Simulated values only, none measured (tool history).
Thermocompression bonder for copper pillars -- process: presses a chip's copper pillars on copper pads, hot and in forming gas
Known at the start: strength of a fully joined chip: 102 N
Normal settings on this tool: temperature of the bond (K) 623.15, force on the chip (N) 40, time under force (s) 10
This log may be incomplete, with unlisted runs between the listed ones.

run	day	temperature of the bond (K)	force on the chip (N)	time under force (s)	force that shears a chip off (N)
1	0.000	623.15	40	10	36.4
2	0.312	623.15	40	13	40.7
3	0.712	628.15	40	10	40.1
4	0.888	628.15	40	10	38.6
5	1.171	628.15	40	7	34.5
6	1.517	623.15	40	9	34.6
7	1.771	623.15	40	10	36.9
8	1.996	623.15	40	9	34.0
9	2.233	623.15	26	10	21.7
10	2.412	623.15	58	10	54.5
11	2.592	623.15	40	5	26.8
12	2.971	623.15	40	5	27.2
13	3.246	617.15	40	11	34.5
14	3.529	647.15	40	6	40.9
15	3.771	641.15	34	29	55.2
16	4.012	641.15	34	29	55.3
17	4.271	641.15	34	29	55.3
18	4.671	634.15	57	10	58.7
19	5.046	647.15	56	10	64.6
20	5.238	647.15	43	12	53.7
21	5.492	647.15	43	12	53.6
22	5.921	645.15	49	7	50.9
23	6.258	642.15	40	10	44.8

Consider 5 possible next runs. They are alternatives, not a sequence: every one starts from the tool as it was left by run 23. What does each give?
A	6.517	595.15	40	10	?
B	6.517	636.15	40	10	?
C	6.517	623.15	50	5	?
D	6.517	642.15	40	26	?
E	6.517	620.15	40	16	?

run	force that shears a chip off (N)
A	23.8
B	41.4
C	33.8
D	60.8
E	40.6
Had the tool no hidden state, the same runs would have come out as:
run	force that shears a chip off (N)
A	27.1
B	46.3
C	38.1
D	66.8
E	45.5
